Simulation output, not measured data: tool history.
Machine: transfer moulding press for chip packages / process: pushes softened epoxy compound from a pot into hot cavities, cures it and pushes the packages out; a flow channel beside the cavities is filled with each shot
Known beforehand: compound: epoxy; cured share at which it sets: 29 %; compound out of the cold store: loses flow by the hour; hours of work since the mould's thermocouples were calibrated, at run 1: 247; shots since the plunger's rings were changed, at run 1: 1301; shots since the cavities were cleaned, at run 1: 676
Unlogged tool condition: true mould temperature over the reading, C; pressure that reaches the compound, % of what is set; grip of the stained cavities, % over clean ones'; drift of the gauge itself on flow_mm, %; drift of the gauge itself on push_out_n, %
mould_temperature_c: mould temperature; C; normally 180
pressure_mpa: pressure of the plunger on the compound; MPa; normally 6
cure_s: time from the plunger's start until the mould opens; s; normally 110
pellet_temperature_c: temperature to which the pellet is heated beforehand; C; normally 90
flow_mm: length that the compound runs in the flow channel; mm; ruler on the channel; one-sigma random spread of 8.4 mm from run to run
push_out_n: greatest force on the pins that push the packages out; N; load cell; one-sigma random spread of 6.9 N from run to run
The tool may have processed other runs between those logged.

| run | hour | mould_temperature_c | pressure_mpa | cure_s | pellet_temperature_c | hours of work since the mould's thermocouples were calibrated | shots since the plunger's rings were changed | shots since the cavities were cleaned | incoming compound's hours out of the cold store | flow_mm | push_out_n |
|---|---|---|---|---|---|---|---|---|---|---|---|
| 1 | 0 | 180 | 6 | 110 | 90 | 247 | 1301 | 676 | 35 | 842 | 475 |
| 2 | 4.2 | 180 | 6 | 110 | 90 | 249 | 1342 | 717 | 9.1 | 957 | 515 |
| 3 | 10.9 | 180 | 6 | 110 | 90 | 253 | 1408 | 783 | 38.9 | 823 | 478 |
| 4 | 15.7 | 180 | 6 | 110 | 90 | 256 | 1455 | 830 | 39.1 | 838 | 477 |
| 5 | 23.3 | 180 | 6 | 110 | 90 | 261 | 1530 | 905 | 20.9 | 886 | 514 |
|  | 28 | cavities cleaned with cleaning compound and waxed |
| 6 | 30.1 | 180 | 6 | 110 | 90 | 264 | 1583 | 20 | 39.1 | 817 | 284 |
| 7 | 35.8 | 180 | 6 | 110 | 90 | 268 | 1639 | 76 | 19.8 | 893 | 328 |
| 8 | 45.5 | 180 | 6 | 110 | 90 | 274 | 1735 | 172 | 17.3 | 915 | 356 |
| 9 | 50 | 173 | 6 | 120 | 83 | 277 | 1779 | 216 | 20.8 | 924 | 470 |
| 10 | 56.6 | 180 | 5.76 | 115 | 90 | 281 | 1845 | 282 | 44.3 | 789 | 348 |
| 11 | 61.5 | 180 | 5.76 | 115 | 90 | 284 | 1893 | 330 | 43.8 | 793 | 360 |
| 12 | 68.7 | 185 | 5.24 | 110 | 90 | 289 | 1964 | 401 | 10.5 | 862 | 355 |
| 13 | 76.4 | 184 | 6 | 117 | 96 | 293 | 2039 | 476 | 33.6 | 834 | 345 |
| 14 | 81.1 | 179 | 6 | 148 | 90 | 296 | 2087 | 524 | 10.4 | 934 | 355 |
| 15 | 85.7 | 179 | 6 | 148 | 90 | 299 | 2131 | 568 | 35.9 | 831 | 347 |
| 16 | 94.7 | 179 | 6 | 148 | 90 | 305 | 2220 | 657 | 38.6 | 827 | 362 |

Difference, measured minus no-hidden-state, one row per run. Run-to-run variation is common to both terms; the gauge's own scatter need not be:
| run | flow_mm | push_out_n |
|---|---|---|
| 1 | -20 | +206 |
| 2 | -24 | +226 |
| 3 | -22 | +216 |
| 4 | -22 | +214 |
| 5 | -26 | +237 |
| 6 | -25 | +18 |
| 7 | -28 | +45 |
| 8 | -31 | +82 |
| 9 | -31 | +125 |
| 10 | -28 | +102 |
| 11 | -29 | +117 |
| 12 | -32 | +121 |
| 13 | -33 | +127 |
| 14 | -37 | +132 |
| 15 | -34 | +135 |
| 16 | -35 | +143 |
